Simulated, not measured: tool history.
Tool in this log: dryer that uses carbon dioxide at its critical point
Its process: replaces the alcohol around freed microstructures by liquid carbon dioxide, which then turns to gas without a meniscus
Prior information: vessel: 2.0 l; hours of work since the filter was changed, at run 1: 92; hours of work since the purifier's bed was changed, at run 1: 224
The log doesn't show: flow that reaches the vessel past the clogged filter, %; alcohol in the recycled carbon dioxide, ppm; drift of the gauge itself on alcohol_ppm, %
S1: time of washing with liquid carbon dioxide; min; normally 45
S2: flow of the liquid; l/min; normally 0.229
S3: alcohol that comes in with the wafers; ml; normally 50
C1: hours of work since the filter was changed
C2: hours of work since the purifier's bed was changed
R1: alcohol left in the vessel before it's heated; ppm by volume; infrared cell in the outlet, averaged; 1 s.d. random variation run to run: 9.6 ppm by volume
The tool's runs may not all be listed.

run	hour	S1	S2	S3	C1	C2	R1
1	0	45	0.229	50	92	224	761
2	24.5	45	0.229	46	104	236	724
3	46	45	0.229	50	116	248	811
4	61.1	45	0.229	50	124	255	824
5	74.6	45	0.229	94	131	263	1481
6	89.9	45	0.229	94	139	270	1530
7	102.5	45	0.229	62	145	277	1033
8	119.5	35	0.229	50	154	286	1797
9	138.2	35	0.229	50	164	296	1831
10	163.2	35	0.229	50	177	309	1874
11	191.9	35	0.229	50	192	324	1844
12	213.7	35	0.229	50	203	335	1895
13	244.1	35	0.229	50	219	351	1971
14	274.8	45	0.229	50	235	367	1032
# hour 282.8: inlet filter changed
15	289.2	49	0.229	50	3	374	551
16	304.2	49	0.229	50	11	382	550
17	326.2	49	0.229	50	23	393	568
18	343.1	49	0.229	50	32	402	581
19	360	49	0.229	50	40	411	585
20	384.6	45	0.229	80	53	424	1137
21	414.8	45	0.37	80	69	440	290
22	442.4	45	0.37	80	83	454	295
23	470.1	45	0.244	50	98	468	714
24	500.3	45	0.244	50	114	484	726
25	528.2	45	0.313	41	128	499	369
26	547.4	45	0.313	37	138	509	360
27	560.8	43	0.184	72	145	516	2465
28	577.7	43	0.184	72	154	525	2558
29	593.4	43	0.242	30	162	533	642
30	619.3	43	0.242	30	176	546	687
31	647.4	34	0.325	50	190	561	908
32	668.4	34	0.142	84	201	572	8329
33	699	45	0.377	29	217	588	290
# hour 726.4: purifier's bed changed
34	727.3	42	0.385	34	231	0	106
# hour 745.7: inlet filter changed
35	747.6	42	0.385	34	1	11	50
36	771.5	34	0.358	55	13	23	366
37	789.2	34	0.358	55	23	32	382
38	807.5	45	0.16	63	32	42	2250
39	826.8	54	0.23	51	42	52	309
40	840.9	54	0.23	51	50	59	332
41	854.9	54	0.23	51	57	67	332
42	878.9	40	0.178	71	70	79	2698
43	892.6	34	0.145	50	77	86	4166
44	911.9	34	0.145	50	87	96	4206
45	939.9	57	0.213	34	101	111	290
46	961.1	37	0.229	41	112	122	1144

4 ways to go on from here, each from the tool as it stands after run 46. What would each give?
A	980.8	46	0.356	33	123	132	?
B	980.8	30	0.195	90	123	132	?
C	980.8	36	0.174	60	123	132	?
D	980.8	45	0.194	50	123	132	?

run	R1
A	127
B	5947
C	3406
D	1264
Without the tool's hidden state the same runs would have given:
run	R1
A	52
B	5060
C	2846
D	966

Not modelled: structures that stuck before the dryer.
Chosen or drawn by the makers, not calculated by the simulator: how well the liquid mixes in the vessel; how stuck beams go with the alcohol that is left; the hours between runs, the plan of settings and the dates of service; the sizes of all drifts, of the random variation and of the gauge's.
